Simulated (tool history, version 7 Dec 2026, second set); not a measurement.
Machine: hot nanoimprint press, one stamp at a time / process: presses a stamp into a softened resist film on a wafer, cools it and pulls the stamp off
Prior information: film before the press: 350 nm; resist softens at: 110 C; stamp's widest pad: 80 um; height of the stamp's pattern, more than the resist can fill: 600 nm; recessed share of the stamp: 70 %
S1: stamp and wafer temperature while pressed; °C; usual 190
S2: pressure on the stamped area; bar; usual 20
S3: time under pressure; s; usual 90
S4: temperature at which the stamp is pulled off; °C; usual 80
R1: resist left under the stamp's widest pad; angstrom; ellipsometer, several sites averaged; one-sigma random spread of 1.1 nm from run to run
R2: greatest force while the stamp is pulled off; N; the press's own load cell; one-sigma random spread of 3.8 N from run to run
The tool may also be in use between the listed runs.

Run 1, hour 0: usual settings. Result: R1 1733 angstrom, R2 226 N.
Run 2, hour 65.6: usual settings but S2 16.3 bar. Result: R1 1873 angstrom, R2 244 N.
Run 3, hour 124.8: usual settings. Result: R1 1746 angstrom, R2 262 N.
Run 4, hour 169.4: usual settings. Result: R1 1753 angstrom, R2 266 N.
Run 5, hour 223: usual settings. Result: R1 1769 angstrom, R2 276 N.
Run 6, hour 273.1: usual settings. Result: R1 1777 angstrom, R2 291 N.
At hour 309.7: plate thermocouple calibrated.
Run 7, hour 322.7: usual settings. Result: R1 1821 angstrom, R2 305 N.
Run 8, hour 384: usual settings but S2 21.5 bar. Result: R1 1789 angstrom, R2 309 N.
Run 9, hour 432.5: usual settings but S2 21.5 bar. Result: R1 1803 angstrom, R2 331 N.
Run 10, hour 468.1: usual settings but S4 71 °C. Result: R1 1864 angstrom, R2 383 N.
Run 11, hour 526.7: usual settings but S3 134 s. Result: R1 1641 angstrom, R2 321 N.
Run 12, hour 587.3: usual settings but S3 134 s. Result: R1 1625 angstrom, R2 351 N.
At hour 631.7: plate thermocouple calibrated, once more.
At hour 645.3: stamp cleaned and given a new release coat.
Run 13, hour 667.6: usual settings but S3 63 s. Result: R1 1981 angstrom, R2 186 N.
Run 14, hour 710.7: usual settings but S3 63 s. Result: R1 1973 angstrom, R2 187 N.
Run 15, hour 778.9: usual settings but S3 63 s. Result: R1 2003 angstrom, R2 198 N.
Run 16, hour 833.8: usual settings but S1 184 °C, S3 171 s, S4 67 °C. Result: R1 1712 angstrom, R2 253 N.
Run 17, hour 900.6: usual settings but S1 186 °C, S2 22.7 bar, S3 119 s, S4 84 °C. Result: R1 1727 angstrom, R2 203 N.
Run 18, hour 954.3: usual settings but S2 18.7 bar. Result: R1 1809 angstrom, R2 228 N.
Run 19, hour 991.4: usual settings but S2 18.7 bar. Result: R1 1812 angstrom, R2 228 N.
Run 20, hour 1053: usual settings but S2 18.7 bar. Result: R1 1833 angstrom, R2 236 N.
Run 21, hour 1120.4: usual settings but S2 18.7 bar, S3 54 s, S4 83 °C. Result: R1 2165 angstrom, R2 233 N.
Run 22, hour 1173.9: usual settings but S2 18.7 bar, S3 54 s, S4 83 °C. Result: R1 2159 angstrom, R2 249 N.
Run 23, hour 1204.7: usual settings but S1 182 °C, S2 18.7 bar, S3 54 s, S4 83 °C. Result: R1 2643 angstrom, R2 258 N.
At hour 1219.2: plate thermocouple calibrated.
Run 24, hour 1281.5: usual settings but S1 182 °C, S2 18.7 bar, S3 54 s, S4 83 °C. Result: R1 2596 angstrom, R2 261 N.
Run 25, hour 1323.1: usual settings but S1 182 °C, S2 18.7 bar, S3 54 s, S4 83 °C. Result: R1 2606 angstrom, R2 268 N.
At hour 1368.7: press's hydraulic seals changed and the load cell set to zero.
Run 26, hour 1368.7: usual settings but S1 182 °C, S2 18.7 bar, S3 54 s, S4 83 °C. Result: R1 2559 angstrom, R2 273 N.
Run 27, hour 1406.3: usual settings but S1 198 °C, S4 67 °C. Result: R1 1317 angstrom, R2 366 N.
Run 28, hour 1444.8: usual settings but S1 198 °C, S4 67 °C. Result: R1 1316 angstrom, R2 381 N.
Run 29, hour 1489.9: usual settings but S4 81 °C. Result: R1 1693 angstrom, R2 304 N.

3 options for the next run, each taken on its own from the tool as it stands now. Forecast them:
Run A, hour 1533.7: usual settings but S3 119 s, S4 87 °C. Result: R1 ?, R2 ?.
Run B, hour 1533.7: usual settings but S2 13.7 bar, S3 46 s, S4 88 °C. Result: R1 ?, R2 ?.
Run C, hour 1533.7: usual settings but S1 188 °C, S2 31.2 bar, S3 131 s, S4 81 °C. Result: R1 ?, R2 ?.

run    R1   R2
  A  1540  276
  B  2411  266
  C  1304  323
With the hidden condition removed and each run's random variation left untouched, the same runs would have given:
run    R1   R2
  A  1508  157
  B  2379  152
  C  1272  185
